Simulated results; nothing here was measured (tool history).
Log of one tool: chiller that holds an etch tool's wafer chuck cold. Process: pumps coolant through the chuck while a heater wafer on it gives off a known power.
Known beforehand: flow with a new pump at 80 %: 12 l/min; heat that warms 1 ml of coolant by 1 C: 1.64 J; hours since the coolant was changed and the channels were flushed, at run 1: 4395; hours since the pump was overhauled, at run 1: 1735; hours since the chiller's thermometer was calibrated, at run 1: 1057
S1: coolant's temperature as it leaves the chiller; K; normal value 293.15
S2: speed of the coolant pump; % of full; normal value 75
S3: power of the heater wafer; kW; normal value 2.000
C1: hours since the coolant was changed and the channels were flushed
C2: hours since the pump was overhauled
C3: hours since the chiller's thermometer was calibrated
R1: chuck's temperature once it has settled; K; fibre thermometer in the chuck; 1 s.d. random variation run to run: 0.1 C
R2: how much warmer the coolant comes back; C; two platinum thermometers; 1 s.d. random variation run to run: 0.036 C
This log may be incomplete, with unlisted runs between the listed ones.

Run 1, hour 0.0: usual settings; C1 4395; C2 1735; C3 1057. Result: R1 317.55 K, R2 6.71 C.
Run 2, hour 56.2: usual settings but S3 2.012 kW; C1 4451; C2 1792; C3 1114. Result: R1 317.55 K, R2 6.74 C.
Run 3, hour 112.5: usual settings but S3 2.012 kW; C1 4507; C2 1848; C3 1170. Result: R1 317.85 K, R2 6.83 C.
Run 4, hour 186.9: usual settings; C1 4582; C2 1922; C3 1244. Result: R1 317.45 K, R2 6.68 C.
Run 5, hour 250.9: usual settings; C1 4646; C2 1986; C3 1308. Result: R1 317.85 K, R2 6.75 C.
Run 6, hour 318.6: usual settings but S2 93 % of full; C1 4713; C2 2054; C3 1376. Result: R1 313.55 K, R2 5.39 C.
Run 7, hour 363.9: usual settings but S1 290.15 K, S2 68 % of full, S3 1.058 kW; C1 4759; C2 2099; C3 1421. Result: R1 304.65 K, R2 3.94 C.
At hour 395.5: coolant changed, channels flushed.
Run 8, hour 471.2: usual settings but S1 290.15 K, S2 63 % of full, S3 1.058 kW; C1 76; C2 2201; C3 1523. Result: R1 303.05 K, R2 4.28 C.
Run 9, hour 549.7: usual settings but S1 290.15 K, S2 63 % of full, S3 1.058 kW; C1 154; C2 2279; C3 1601. Result: R1 302.95 K, R2 4.30 C.
Run 10, hour 628.2: usual settings but S1 290.15 K, S2 63 % of full, S3 1.058 kW; C1 233; C2 2358; C3 1680. Result: R1 303.05 K, R2 4.27 C.
Run 11, hour 718.6: usual settings but S1 300.15 K, S2 83 % of full, S3 1.058 kW; C1 323; C2 2448; C3 1770. Result: R1 310.65 K, R2 3.26 C.
Run 12, hour 785.8: usual settings but S1 297.15 K, S2 81 % of full, S3 1.140 kW; C1 390; C2 2515; C3 1837. Result: R1 308.55 K, R2 3.55 C.

Predict each of these 3 candidate next runs independently; none follows another, all start after run 12:
Run A, hour 878.7: usual settings but S1 297.15 K, S2 81 % of full, S3 1.390 kW; C1 483; C2 2608; C3 1930. Result: R1 ?, R2 ?.
Run B, hour 878.7: usual settings but S1 289.15 K, S2 71 % of full, S3 1.707 kW; C1 483; C2 2608; C3 1930. Result: R1 ?, R2 ?.
Run C, hour 878.7: usual settings but S2 78 % of full, S3 2.861 kW; C1 483; C2 2608; C3 1930. Result: R1 ?, R2 ?.

run      R1    R2
  A  311.15  4.39
  B  308.35  6.23
  C  322.35  9.38
Without the tool's hidden state the same runs would have given:
run      R1    R2
  A  310.05  4.19
  B  306.95  5.94
  C  320.45  8.95
